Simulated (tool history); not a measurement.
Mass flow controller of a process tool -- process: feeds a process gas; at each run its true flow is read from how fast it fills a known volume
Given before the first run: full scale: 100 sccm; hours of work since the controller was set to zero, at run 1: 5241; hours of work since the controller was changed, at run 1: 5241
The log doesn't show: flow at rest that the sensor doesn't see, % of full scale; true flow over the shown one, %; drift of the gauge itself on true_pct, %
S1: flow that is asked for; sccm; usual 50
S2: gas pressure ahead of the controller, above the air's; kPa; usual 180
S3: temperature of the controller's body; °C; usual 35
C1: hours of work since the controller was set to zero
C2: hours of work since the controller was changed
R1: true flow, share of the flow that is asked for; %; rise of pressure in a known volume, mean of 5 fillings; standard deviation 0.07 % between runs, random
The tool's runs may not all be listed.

run,hour,S1,S2,S3,C1,C2,R1
1,0.0,50,180,35,5241,5241,96.97
2,177.2,50,180,35,5373,5373,96.79
3,362.7,50,180,35,5511,5511,96.88
4,544.1,50,180,35,5646,5646,96.66
5,792.9,50,180,35,5832,5832,96.71
6,914.6,50,180,35,5922,5922,96.56
7,1051.8,50,180,35,6025,6025,96.59
8,1299.8,50,190,35,6209,6209,96.31
# hour 1406.2: controller's zero set anew
9,1473.1,50,180,22,50,6338,98.19
10,1701.8,50,180,35,220,6508,97.34
11,1901.0,50,180,35,369,6657,97.43
12,2045.7,50,180,35,476,6764,97.26
13,2214.3,50,180,35,602,6890,97.26
14,2446.7,50,180,35,775,7063,97.24
15,2706.2,50,180,35,968,7257,97.10
16,2972.9,50,180,35,1167,7455,97.02
17,3194.8,50,180,35,1332,7620,97.00
18,3367.6,50,180,35,1461,7749,96.88
19,3489.1,50,180,35,1552,7840,96.85
20,3639.6,50,180,35,1664,7952,96.80
21,3887.7,89,180,35,1848,8137,97.31
22,3999.4,19,180,35,1932,8220,95.85
23,4161.9,19,180,35,2053,8341,95.83
24,4331.6,19,180,35,2179,8467,95.71
25,4494.3,50,185,40,2300,8588,96.22
26,4646.0,50,185,40,2413,8701,96.20
27,4817.9,16,179,22,2541,8830,95.78
28,5063.6,70,229,28,2724,9013,96.70
29,5283.9,36,145,35,2888,9177,96.19
30,5396.1,31,265,39,2972,9260,95.00
31,5626.6,72,180,22,3144,9432,97.26
32,5798.2,72,180,22,3272,9560,97.27
33,5982.7,11,269,21,3409,9697,93.84
34,6158.4,11,269,21,3540,9828,93.75
35,6378.5,47,180,35,3704,9992,95.86
36,6524.0,36,221,35,3812,10100,95.15
37,6647.1,36,221,21,3904,10192,95.97
38,6921.3,50,150,38,4108,10396,95.81
39,7166.0,18,235,38,4291,10579,93.57
40,7429.2,18,235,38,4487,10775,93.45
41,7615.8,18,235,38,4626,10914,93.41
42,7757.0,14,235,38,4731,11019,92.69
43,7871.7,29,170,32,4816,11104,94.91

Alternative continuations, all from the tool just after run 43; predict every row:
A,8025.8,50,195,35,4931,11219,?
B,8025.8,17,261,26,4931,11219,?
C,8025.8,50,204,35,4931,11219,?
D,8025.8,51,215,21,4931,11219,?
E,8025.8,11,176,23,4931,11219,?

run,R1
A,95.37
B,93.53
C,95.32
D,95.91
E,92.72
Had the tool no hidden state, the same runs would have come out as:
run,R1
A,98.94
B,98.67
C,98.89
D,99.46
E,99.16

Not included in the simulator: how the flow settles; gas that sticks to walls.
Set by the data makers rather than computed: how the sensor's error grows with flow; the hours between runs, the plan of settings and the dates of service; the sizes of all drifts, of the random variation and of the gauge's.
